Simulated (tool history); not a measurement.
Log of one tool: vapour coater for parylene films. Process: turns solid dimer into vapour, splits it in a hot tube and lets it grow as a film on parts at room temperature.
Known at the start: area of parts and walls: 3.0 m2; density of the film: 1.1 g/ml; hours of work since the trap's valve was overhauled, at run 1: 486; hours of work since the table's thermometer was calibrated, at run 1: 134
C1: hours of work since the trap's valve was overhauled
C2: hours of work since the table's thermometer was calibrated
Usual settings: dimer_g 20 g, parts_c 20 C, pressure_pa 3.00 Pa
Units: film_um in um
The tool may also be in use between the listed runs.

Run 1, hour 0.0: usual settings; C1 486; C2 134. Result: film_um 4.27 um.
Run 2, hour 11.2: usual settings but dimer_g 25 g; C1 492; C2 139. Result: film_um 5.30 um.
Run 3, hour 33.2: usual settings but dimer_g 25 g; C1 504; C2 151. Result: film_um 5.27 um.
Run 4, hour 48.8: usual settings but dimer_g 13 g; C1 512; C2 159. Result: film_um 2.75 um.
Run 5, hour 67.5: usual settings but dimer_g 29 g; C1 522; C2 169. Result: film_um 6.17 um.
Run 6, hour 87.0: usual settings but dimer_g 29 g; C1 532; C2 179. Result: film_um 6.09 um.
Run 7, hour 99.0: usual settings but dimer_g 29 g; C1 538; C2 185. Result: film_um 6.09 um.
Run 8, hour 122.5: usual settings but dimer_g 29 g; C1 550; C2 198. Result: film_um 6.11 um.
Run 9, hour 141.1: usual settings but dimer_g 29 g; C1 560; C2 207. Result: film_um 6.07 um.
Run 10, hour 159.5: usual settings but dimer_g 19 g; C1 570; C2 217. Result: film_um 3.96 um.
Run 11, hour 177.9: usual settings; C1 579; C2 227. Result: film_um 4.14 um.
Run 12, hour 189.0: usual settings; C1 585; C2 233. Result: film_um 4.20 um.
Run 13, hour 200.5: usual settings; C1 591; C2 239. Result: film_um 4.19 um.
Run 14, hour 213.5: usual settings; C1 598; C2 245. Result: film_um 4.24 um.
Run 15, hour 234.0: usual settings; C1 609; C2 256. Result: film_um 4.22 um.
Run 16, hour 250.2: usual settings; C1 617; C2 265. Result: film_um 4.21 um.
Run 17, hour 271.1: usual settings; C1 628; C2 276. Result: film_um 4.24 um.
Run 18, hour 292.4: usual settings; C1 639; C2 287. Result: film_um 4.15 um.
Run 19, hour 316.4: usual settings; C1 652; C2 299. Result: film_um 4.22 um.
Run 20, hour 338.7: usual settings but pressure_pa 3.32 Pa; C1 664; C2 311. Result: film_um 4.13 um.
Run 21, hour 353.4: usual settings but dimer_g 24 g; C1 671; C2 319. Result: film_um 5.02 um.
At hour 369.9: trap's valve overhauled.
Run 22, hour 377.7: usual settings but pressure_pa 6.22 Pa; C1 4; C2 329. Result: film_um 4.19 um.
Run 23, hour 390.9: usual settings but pressure_pa 6.22 Pa; C1 11; C2 336. Result: film_um 4.18 um.
Run 24, hour 409.9: usual settings but dimer_g 11 g, parts_c 17 C, pressure_pa 2.54 Pa; C1 21; C2 346. Result: film_um 2.71 um.
Run 25, hour 422.7: usual settings but dimer_g 11 g, parts_c 17 C, pressure_pa 2.54 Pa; C1 28; C2 353. Result: film_um 2.68 um.
Run 26, hour 435.1: usual settings but dimer_g 11 g, parts_c 17 C, pressure_pa 9.99 Pa; C1 34; C2 359. Result: film_um 2.38 um.
Run 27, hour 446.8: usual settings but dimer_g 11 g, parts_c 21 C, pressure_pa 7.32 Pa; C1 40; C2 366. Result: film_um 2.20 um.
Run 28, hour 463.1: usual settings but parts_c 23 C, pressure_pa 2.65 Pa; C1 49; C2 374. Result: film_um 4.07 um.
At hour 465.9: table's thermometer calibrated.
Run 29, hour 475.9: usual settings but dimer_g 18 g, parts_c 19 C, pressure_pa 11.14 Pa; C1 55; C2 5. Result: film_um 3.63 um.
Run 30, hour 493.4: usual settings but parts_c 31 C, pressure_pa 4.84 Pa; C1 64; C2 14. Result: film_um 3.02 um.
Run 31, hour 508.3: usual settings but parts_c 28 C, pressure_pa 2.11 Pa; C1 72; C2 22. Result: film_um 3.57 um.
Run 32, hour 522.0: usual settings but dimer_g 11 g, parts_c 29 C, pressure_pa 2.41 Pa; C1 79; C2 29. Result: film_um 1.85 um.
Run 33, hour 540.9: usual settings but dimer_g 11 g, parts_c 29 C, pressure_pa 2.41 Pa; C1 89; C2 39. Result: film_um 1.90 um.
Run 34, hour 563.6: usual settings but dimer_g 11 g, parts_c 29 C, pressure_pa 2.41 Pa; C1 101; C2 51. Result: film_um 1.88 um.
Run 35, hour 587.9: usual settings but pressure_pa 4.32 Pa; C1 114; C2 64. Result: film_um 4.28 um.
Run 36, hour 601.6: usual settings but pressure_pa 4.32 Pa; C1 121; C2 71. Result: film_um 4.27 um.
At hour 604.4: table's thermometer calibrated, once more.
Run 37, hour 626.1: usual settings but dimer_g 19 g, parts_c 15 C, pressure_pa 4.32 Pa; C1 133; C2 11. Result: film_um 4.71 um.
Run 38, hour 647.8: usual settings but dimer_g 19 g, parts_c 14 C, pressure_pa 2.49 Pa; C1 145; C2 23. Result: film_um 5.15 um.
Run 39, hour 670.0: usual settings but dimer_g 19 g, parts_c 26 C, pressure_pa 2.49 Pa; C1 156; C2 34. Result: film_um 3.53 um.
Run 40, hour 685.6: usual settings but dimer_g 21 g, parts_c 14 C, pressure_pa 10.34 Pa; C1 164; C2 43. Result: film_um 4.98 um.
Run 41, hour 707.2: usual settings but dimer_g 21 g, parts_c 22 C, pressure_pa 10.34 Pa; C1 176; C2 54. Result: film_um 3.86 um.
Run 42, hour 731.3: usual settings but dimer_g 24 g, parts_c 19 C; C1 188; C2 67. Result: film_um 5.44 um.

Forecast each of these 4 alternatives for the next run:
Run A, hour 752.8: usual settings but dimer_g 9 g, parts_c 26 C, pressure_pa 9.10 Pa; C1 200; C2 78. Result: film_um ?.
Run B, hour 752.8: usual settings but dimer_g 24 g, parts_c 19 C, pressure_pa 3.38 Pa; C1 200; C2 78. Result: film_um ?.
Run C, hour 752.8: usual settings but dimer_g 23 g, parts_c 28 C, pressure_pa 5.11 Pa; C1 200; C2 78. Result: film_um ?.
Run D, hour 752.8: usual settings but dimer_g 28 g, parts_c 19 C, pressure_pa 2.38 Pa; C1 200; C2 78. Result: film_um ?.

run  film_um
  A     1.50
  B     5.35
  C     3.74
  D     6.41
Without the tool's hidden state the same runs would have given:
run  film_um
  A     1.53
  B     5.46
  C     3.81
  D     6.54
